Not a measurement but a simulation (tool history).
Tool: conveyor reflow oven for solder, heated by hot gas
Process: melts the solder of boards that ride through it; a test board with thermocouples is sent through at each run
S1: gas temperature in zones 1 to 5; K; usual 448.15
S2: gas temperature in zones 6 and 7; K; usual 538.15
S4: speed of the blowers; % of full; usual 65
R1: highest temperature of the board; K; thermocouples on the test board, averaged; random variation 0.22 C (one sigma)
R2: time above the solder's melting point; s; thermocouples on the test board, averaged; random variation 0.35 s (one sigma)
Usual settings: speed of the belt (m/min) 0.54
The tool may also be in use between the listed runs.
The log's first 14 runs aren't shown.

{"run": 15, "hour": 615.7, "S1": 448.15, "S2": 538.15, "speed of the belt (m/min)": 0.54, "S4": 65, "R1": 521.75, "R2": 62.8}
{"hour": 647.6, "done": "thermocouples of zones 6 and 7 changed"}
{"run": 16, "hour": 670.9, "S1": 448.15, "S2": 538.15, "speed of the belt (m/min)": 0.54, "S4": 65, "R1": 521.85, "R2": 63.5}
{"run": 17, "hour": 725.1, "S1": 438.15, "S2": 544.15, "speed of the belt (m/min)": 0.476, "S4": 73, "R1": 531.05, "R2": 77.4}
{"run": 18, "hour": 774.2, "S1": 438.15, "S2": 544.15, "speed of the belt (m/min)": 0.476, "S4": 73, "R1": 531.15, "R2": 77.8}
{"run": 19, "hour": 798.4, "S1": 445.15, "S2": 535.15, "speed of the belt (m/min)": 0.54, "S4": 53, "R1": 514.75, "R2": 52.4}
{"run": 20, "hour": 835.8, "S1": 445.15, "S2": 535.15, "speed of the belt (m/min)": 0.54, "S4": 53, "R1": 514.45, "R2": 52.7}
{"hour": 863.8, "done": "flux residue cleaned out of gas plates and filters"}
{"run": 21, "hour": 879.4, "S1": 448.15, "S2": 538.15, "speed of the belt (m/min)": 0.563, "S4": 60, "R1": 518.65, "R2": 56.7}
{"run": 22, "hour": 906.1, "S1": 448.15, "S2": 538.15, "speed of the belt (m/min)": 0.563, "S4": 60, "R1": 518.45, "R2": 56.7}
{"hour": 912.5, "done": "belt drive overhauled, speed set with a stopwatch"}
{"run": 23, "hour": 948.9, "S1": 434.15, "S2": 538.15, "speed of the belt (m/min)": 0.65, "S4": 60, "R1": 509.05, "R2": 33.1}
{"run": 24, "hour": 993.0, "S1": 444.15, "S2": 550.15, "speed of the belt (m/min)": 0.65, "S4": 60, "R1": 521.95, "R2": 49.1}
{"run": 25, "hour": 1023.9, "S1": 441.15, "S2": 550.15, "speed of the belt (m/min)": 0.65, "S4": 57, "R1": 519.35, "R2": 45.6}
{"run": 26, "hour": 1075.8, "S1": 441.15, "S2": 550.15, "speed of the belt (m/min)": 0.65, "S4": 57, "R1": 519.95, "R2": 45.1}
{"run": 27, "hour": 1100.7, "S1": 441.15, "S2": 550.15, "speed of the belt (m/min)": 0.65, "S4": 57, "R1": 519.35, "R2": 45.3}
{"run": 28, "hour": 1142.8, "S1": 442.15, "S2": 533.15, "speed of the belt (m/min)": 0.546, "S4": 82, "R1": 519.95, "R2": 60.1}
{"run": 29, "hour": 1198.1, "S1": 459.15, "S2": 542.15, "speed of the belt (m/min)": 0.598, "S4": 82, "R1": 528.15, "R2": 66.4}
{"run": 30, "hour": 1226.1, "S1": 459.15, "S2": 552.15, "speed of the belt (m/min)": 0.507, "S4": 82, "R1": 540.65, "R2": 87.2}
{"hour": 1238.7, "done": "flux residue cleaned out of gas plates and filters"}
{"run": 31, "hour": 1266.4, "S1": 459.15, "S2": 552.15, "speed of the belt (m/min)": 0.507, "S4": 82, "R1": 540.75, "R2": 88.1}

3 ways to go on from here, each from the tool as it stands after run 31. What would each give?
{"run": "A", "hour": 1313.0, "S1": 448.15, "S2": 538.15, "speed of the belt (m/min)": 0.507, "S4": 73, "R1": "?", "R2": "?"}
{"run": "B", "hour": 1313.0, "S1": 459.15, "S2": 551.15, "speed of the belt (m/min)": 0.54, "S4": 65, "R1": "?", "R2": "?"}
{"run": "C", "hour": 1313.0, "S1": 459.15, "S2": 552.15, "speed of the belt (m/min)": 0.445, "S4": 79, "R1": "?", "R2": "?"}

run=A R1=525.55 R2=71.8
run=B R1=534.55 R2=78.2
run=C R1=543.95 R2=101.7
Without the tool's hidden state the same runs would have given:
run=A R1=525.45 R2=71.7
run=B R1=534.55 R2=78.1
run=C R1=543.95 R2=101.6

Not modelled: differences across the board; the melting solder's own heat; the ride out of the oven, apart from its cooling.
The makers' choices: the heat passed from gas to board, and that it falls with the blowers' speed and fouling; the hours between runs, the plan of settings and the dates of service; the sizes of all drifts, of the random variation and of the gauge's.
